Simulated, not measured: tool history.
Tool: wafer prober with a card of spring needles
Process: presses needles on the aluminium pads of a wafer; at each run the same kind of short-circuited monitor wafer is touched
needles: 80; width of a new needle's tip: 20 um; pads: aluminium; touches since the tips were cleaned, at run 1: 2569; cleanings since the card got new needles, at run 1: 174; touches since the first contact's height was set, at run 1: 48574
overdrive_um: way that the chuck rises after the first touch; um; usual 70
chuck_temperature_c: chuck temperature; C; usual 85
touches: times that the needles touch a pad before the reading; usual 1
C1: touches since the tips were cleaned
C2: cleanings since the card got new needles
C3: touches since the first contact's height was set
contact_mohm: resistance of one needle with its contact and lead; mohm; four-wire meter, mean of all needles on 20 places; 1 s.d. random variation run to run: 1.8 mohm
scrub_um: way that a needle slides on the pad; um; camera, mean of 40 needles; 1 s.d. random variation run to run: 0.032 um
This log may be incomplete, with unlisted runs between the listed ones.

Run 1, day 0: usual settings; C1 2569; C2 174; C3 48574. Result: contact_mohm 196 mohm, scrub_um 10.81 um.
At day 0.183: tips cleaned on abrasive film.
At day 0.638: tips cleaned on abrasive film.
At day 1.092: tips cleaned on abrasive film.
At day 1.546: tips cleaned on abrasive film.
At day 2: tips cleaned on abrasive film.
At day 2.362: tips cleaned on abrasive film.
Run 2, day 2.575: usual settings; C1 2191; C2 180; C3 75177. Result: contact_mohm 194 mohm, scrub_um 10.72 um.
At day 2.758: tips cleaned on abrasive film.
At day 3.212: tips cleaned on abrasive film.
At day 3.667: tips cleaned on abrasive film.
At day 4.029: tips cleaned on abrasive film.
At day 4.438: tips cleaned on abrasive film.
Run 3, day 4.438: usual settings; C1 0; C2 185; C3 94423. Result: contact_mohm 194 mohm, scrub_um 10.75 um.
At day 4.892: tips cleaned on abrasive film.
At day 5.346: tips cleaned on abrasive film.
At day 5.712: tips cleaned on abrasive film.
At day 6.162: tips cleaned on abrasive film.
At day 6.529: tips cleaned on abrasive film.
At day 6.983: tips cleaned on abrasive film.
Run 4, day 7.212: usual settings but chuck_temperature_c 95 C; C1 2398; C2 191; C3 123109. Result: contact_mohm 198 mohm, scrub_um 10.7 um.
At day 7.396: tips cleaned on abrasive film.
At day 7.758: tips cleaned on abrasive film.
At day 8.212: tips cleaned on abrasive film.
At day 8.667: tips cleaned on abrasive film.
Run 5, day 8.979: usual settings but chuck_temperature_c 95 C; C1 3266; C2 195; C3 141398. Result: contact_mohm 195 mohm, scrub_um 10.68 um.
At day 9.075: tips cleaned on abrasive film.
At day 9.529: tips cleaned on abrasive film.
At day 9.983: tips cleaned on abrasive film.
At day 10.438: tips cleaned on abrasive film.
Run 6, day 10.592: usual settings; C1 1618; C2 199; C3 158039. Result: contact_mohm 194 mohm, scrub_um 10.7 um.
At day 10.867: tips cleaned on abrasive film.
At day 11.229: tips cleaned on abrasive film.
At day 11.683: tips cleaned on abrasive film.
At day 12.138: tips cleaned on abrasive film.
At day 12.592: tips cleaned on abrasive film.
At day 12.604: height of the first contact set anew.
At day 12.967: tips cleaned on abrasive film.
Run 7, day 13.212: usual settings but touches 2; C1 2533; C2 205; C3 6289. Result: contact_mohm 195 mohm, scrub_um 10.65 um.
At day 13.396: tips cleaned on abrasive film.
At day 13.85: tips cleaned on abrasive film.
At day 14.304: tips cleaned on abrasive film.
At day 14.667: tips cleaned on abrasive film.
At day 15.121: tips cleaned on abrasive film.
At day 15.483: tips cleaned on abrasive film.
Run 8, day 15.604: usual settings but touches 2; C1 1224; C2 211; C3 30986. Result: contact_mohm 194 mohm, scrub_um 10.74 um.
At day 15.875: tips cleaned on abrasive film.
At day 16.329: tips cleaned on abrasive film.
At day 16.696: tips cleaned on abrasive film.
At day 17.15: tips cleaned on abrasive film.
Run 9, day 17.292: usual settings but overdrive_um 86 um, touches 2; C1 1517; C2 215; C3 48462. Result: contact_mohm 189 mohm, scrub_um 13.05 um.
At day 17.567: tips cleaned on abrasive film.
At day 17.933: tips cleaned on abrasive film.
At day 18.296: tips cleaned on abrasive film.
At day 18.75: tips cleaned on abrasive film.
At day 19.204: tips cleaned on abrasive film.
At day 19.658: tips cleaned on abrasive film.
At day 20.021: tips cleaned on abrasive film.
Run 10, day 20.167: usual settings but overdrive_um 86 um, touches 2; C1 1498; C2 222; C3 78126. Result: contact_mohm 191 mohm, scrub_um 13.02 um.
At day 20.438: tips cleaned on abrasive film.
At day 20.804: tips cleaned on abrasive film.
At day 21.258: tips cleaned on abrasive film.
At day 21.712: tips cleaned on abrasive film.
At day 22.167: tips cleaned on abrasive film.
At day 22.529: tips cleaned on abrasive film.
At day 22.983: tips cleaned on abrasive film.
At day 23.438: tips cleaned on abrasive film.
Run 11, day 23.438: usual settings but overdrive_um 86 um, touches 2; C1 0; C2 230; C3 111918. Result: contact_mohm 188 mohm, scrub_um 12.99 um.

For run 12, what comes out?
At day 23.892: tips cleaned on abrasive film.
At day 24.254: tips cleaned on abrasive film.
At day 24.617: tips cleaned on abrasive film.
At day 25.054: tips cleaned on abrasive film.
Run 12, day 25.054: usual settings but overdrive_um 86 um, touches 2; C1 0; C2 234; C3 128624. Result: contact_mohm ?, scrub_um ?.

contact_mohm: 193 mohm
scrub_um: 12.93 um
With the hidden condition absent and the run-to-run variation left alone, this run would have shown contact_mohm 193 mohm, scrub_um 13.15 um.
